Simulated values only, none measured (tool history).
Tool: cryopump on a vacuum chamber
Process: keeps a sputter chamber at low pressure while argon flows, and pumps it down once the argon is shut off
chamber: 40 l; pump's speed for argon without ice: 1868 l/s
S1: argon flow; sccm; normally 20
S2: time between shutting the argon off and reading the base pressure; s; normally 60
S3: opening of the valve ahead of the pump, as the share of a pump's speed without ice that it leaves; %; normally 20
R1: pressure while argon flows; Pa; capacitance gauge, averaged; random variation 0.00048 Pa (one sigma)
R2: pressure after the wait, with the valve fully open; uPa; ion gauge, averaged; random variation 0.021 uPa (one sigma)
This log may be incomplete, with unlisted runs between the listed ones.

Run 1, hour 0.0: usual settings. Result: R1 0.0981 Pa, R2 3.43 uPa.
Run 2, hour 43.6: usual settings. Result: R1 0.0987 Pa, R2 3.40 uPa.
Run 3, hour 92.3: usual settings but S2 225 s. Result: R1 0.0993 Pa, R2 3.23 uPa.
At hour 139.9: pump warmed up, emptied and cooled again.
Run 4, hour 148.0: usual settings but S2 225 s. Result: R1 0.0904 Pa, R2 2.24 uPa.
Run 5, hour 194.9: usual settings but S2 225 s. Result: R1 0.0915 Pa, R2 2.28 uPa.
Run 6, hour 256.1: usual settings but S2 225 s. Result: R1 0.0916 Pa, R2 2.41 uPa.
Run 7, hour 315.8: usual settings but S1 12 sccm, S2 225 s. Result: R1 0.0545 Pa, R2 2.43 uPa.
Run 8, hour 409.4: usual settings but S1 12 sccm, S2 225 s. Result: R1 0.0548 Pa, R2 2.50 uPa.
Run 9, hour 456.1: usual settings but S2 284 s. Result: R1 0.0918 Pa, R2 2.47 uPa.
At hour 471.6: leaking fittings of the chamber tightened, without venting.
Run 10, hour 527.6: usual settings but S2 284 s. Result: R1 0.0920 Pa, R2 0.26 uPa.
Run 11, hour 597.9: usual settings but S2 284 s. Result: R1 0.0927 Pa, R2 0.27 uPa.
Run 12, hour 641.4: usual settings but S2 284 s. Result: R1 0.0923 Pa, R2 0.32 uPa.
Run 13, hour 721.7: usual settings but S2 284 s. Result: R1 0.0922 Pa, R2 0.35 uPa.
Run 14, hour 799.9: usual settings but S1 18 sccm. Result: R1 0.0837 Pa, R2 0.66 uPa.
Run 15, hour 894.7: usual settings but S3 59 %. Result: R1 0.0336 Pa, R2 0.68 uPa.
Run 16, hour 967.1: usual settings but S3 59 %. Result: R1 0.0331 Pa, R2 0.70 uPa.
Run 17, hour 1063.4: usual settings but S3 59 %. Result: R1 0.0334 Pa, R2 0.71 uPa.
Run 18, hour 1138.5: usual settings but S3 59 %. Result: R1 0.0338 Pa, R2 0.76 uPa.
Run 19, hour 1212.2: usual settings but S2 32 s. Result: R1 0.0939 Pa, R2 1.04 uPa.
Run 20, hour 1258.5: usual settings but S1 22 sccm, S2 262 s, S3 18 %. Result: R1 0.1158 Pa, R2 0.60 uPa.
Run 21, hour 1310.6: usual settings but S1 22 sccm, S2 262 s, S3 18 %. Result: R1 0.1153 Pa, R2 0.59 uPa.
Run 22, hour 1375.2: usual settings but S1 39 sccm, S3 18 %. Result: R1 0.2027 Pa, R2 0.84 uPa.
Run 23, hour 1457.8: usual settings but S1 33 sccm, S2 25 s, S3 30 %. Result: R1 0.1075 Pa, R2 1.31 uPa.
Run 24, hour 1528.3: usual settings but S1 17 sccm, S2 25 s, S3 46 %. Result: R1 0.0373 Pa, R2 1.42 uPa.
Run 25, hour 1607.9: usual settings but S1 22 sccm, S2 147 s, S3 27 %. Result: R1 0.0796 Pa, R2 0.84 uPa.
Run 26, hour 1656.4: usual settings but S1 22 sccm, S2 147 s, S3 27 %. Result: R1 0.0797 Pa, R2 0.89 uPa.
Run 27, hour 1731.1: usual settings but S1 9 sccm, S2 117 s, S3 37 %. Result: R1 0.0245 Pa, R2 0.97 uPa.
Run 28, hour 1820.9: usual settings but S1 18 sccm, S2 279 s, S3 25 %. Result: R1 0.0710 Pa, R2 0.90 uPa.
Run 29, hour 1894.8: usual settings but S1 18 sccm, S2 279 s, S3 25 %. Result: R1 0.0712 Pa, R2 0.95 uPa.
Run 30, hour 1952.0: usual settings but S1 18 sccm, S2 184 s, S3 34 %. Result: R1 0.0547 Pa, R2 1.05 uPa.
Run 31, hour 1998.9: usual settings but S1 18 sccm, S2 184 s, S3 34 %. Result: R1 0.0542 Pa, R2 1.07 uPa.
Run 32, hour 2062.6: usual settings but S1 18 sccm, S2 39 s, S3 34 %. Result: R1 0.0544 Pa, R2 1.47 uPa.
Run 33, hour 2125.7: usual settings but S1 18 sccm, S2 39 s, S3 34 %. Result: R1 0.0556 Pa, R2 1.57 uPa.

Consider 5 possible next runs. They are alternatives, not a sequence: every one starts from the tool as it was left by run 33. What does each give?
At hour 2163.9: pump warmed up, emptied and cooled again.
Run A, hour 2203.3: usual settings but S1 38 sccm, S2 86 s. Result: R1 ?, R2 ?.
At hour 2163.9: pump warmed up, emptied and cooled again.
Run B, hour 2203.3: usual settings but S1 26 sccm, S2 39 s, S3 39 %. Result: R1 ?, R2 ?.
At hour 2163.9: pump warmed up, emptied and cooled again.
Run C, hour 2203.3: usual settings but S1 21 sccm, S2 145 s, S3 19 %. Result: R1 ?, R2 ?.
At hour 2163.9: pump warmed up, emptied and cooled again.
Run D, hour 2203.3: usual settings but S1 14 sccm. Result: R1 ?, R2 ?.
At hour 2163.9: pump warmed up, emptied and cooled again.
Run E, hour 2203.3: usual settings but S1 25 sccm, S2 39 s, S3 24 %. Result: R1 ?, R2 ?.

run      R1    R2
  A  0.1724  1.00
  B  0.0611  1.23
  C  0.1010  0.93
  D  0.0639  1.07
  E  0.0944  1.25
Had the tool no hidden state, the same runs would have come out as:
run      R1    R2
  A  0.1713  0.40
  B  0.0604  0.62
  C  0.1004  0.31
  D  0.0635  0.47
  E  0.0936  0.64
